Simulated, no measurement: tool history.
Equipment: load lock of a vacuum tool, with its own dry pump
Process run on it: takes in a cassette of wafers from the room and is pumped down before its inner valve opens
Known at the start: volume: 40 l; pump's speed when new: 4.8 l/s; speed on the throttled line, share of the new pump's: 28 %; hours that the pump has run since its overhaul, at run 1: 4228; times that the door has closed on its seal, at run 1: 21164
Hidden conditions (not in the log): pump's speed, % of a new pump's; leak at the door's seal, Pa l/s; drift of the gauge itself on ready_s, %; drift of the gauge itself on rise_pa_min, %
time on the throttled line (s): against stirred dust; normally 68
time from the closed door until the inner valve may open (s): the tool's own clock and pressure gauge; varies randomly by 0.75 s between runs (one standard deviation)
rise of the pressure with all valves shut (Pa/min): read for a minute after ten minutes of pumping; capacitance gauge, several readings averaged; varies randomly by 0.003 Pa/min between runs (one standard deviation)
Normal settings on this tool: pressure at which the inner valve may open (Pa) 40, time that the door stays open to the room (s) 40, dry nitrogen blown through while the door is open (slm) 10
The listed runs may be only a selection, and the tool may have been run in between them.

run,hour,time on the throttled line (s),pressure at which the inner valve may open (Pa),time that the door stays open to the room (s),dry nitrogen blown through while the door is open (slm),hours that the pump has run since its overhaul,times that the door has closed on its seal,"incoming humidity of the room's air, %",time from the closed door until the inner valve may open (s),rise of the pressure with all valves shut (Pa/min)
1,0,68,40,40,10,4228,21164,46.9,116.6,0.266
2,82.4,68,40,40,10,4310,21322,40.7,116,0.26
3,205.9,68,40,40,10,4434,21559,43.8,115.7,0.271
4,330.6,68,40,40,10,4558,21797,47,116.6,0.274
5,460.1,68,40,40,10,4688,22045,45.2,117,0.28
6,580.1,68,40,40,10,4808,22275,45.9,115.1,0.281
7,748.2,68,40,40,10,4976,22597,43.9,116.1,0.292
8,894.4,68,40,98,10,5122,22877,44.2,116.5,0.324
9,1063.1,38,40,40,10,5291,23200,47.7,96.4,0.302
10,1236.7,68,53,40,18,5465,23532,46.7,113.4,0.301
11,1353.1,68,77,40,10,5581,23755,45.4,111.6,0.314
12,1470.6,66,40,160,10,5698,23980,48,115,0.375
13,1650.5,47,34,72,7,5878,24325,44.9,104.2,0.344
14,1836.5,47,34,72,7,6064,24681,42,104.7,0.338
15,1958.7,68,44,40,12,6186,24915,45.7,115.7,0.336
16,2056.5,68,44,40,12,6284,25102,46.4,117.5,0.331
17,2226.5,68,44,40,12,6454,25427,47.3,116.4,0.334
18,2385.4,121,38,60,10,6613,25732,45.1,154.6,0.352

Each row is a separate what-if for the run after 18, all from the same tool condition, not one after another. Results?
A,2491.5,45,38,214,10,6719,25935,46.8,?,?
B,2491.5,68,33,72,7,6719,25935,40.9,?,?
C,2491.5,121,38,60,11,6719,25935,39.9,?,?

run,time from the closed door until the inner valve may open (s),rise of the pressure with all valves shut (Pa/min)
A,101.7,0.433
B,119.5,0.357
C,156.3,0.348
Had the tool no hidden state, the same runs would have come out as:
run,time from the closed door until the inner valve may open (s),rise of the pressure with all valves shut (Pa/min)
A,97.8,0.141
B,115.9,0.068
C,153.9,0.057
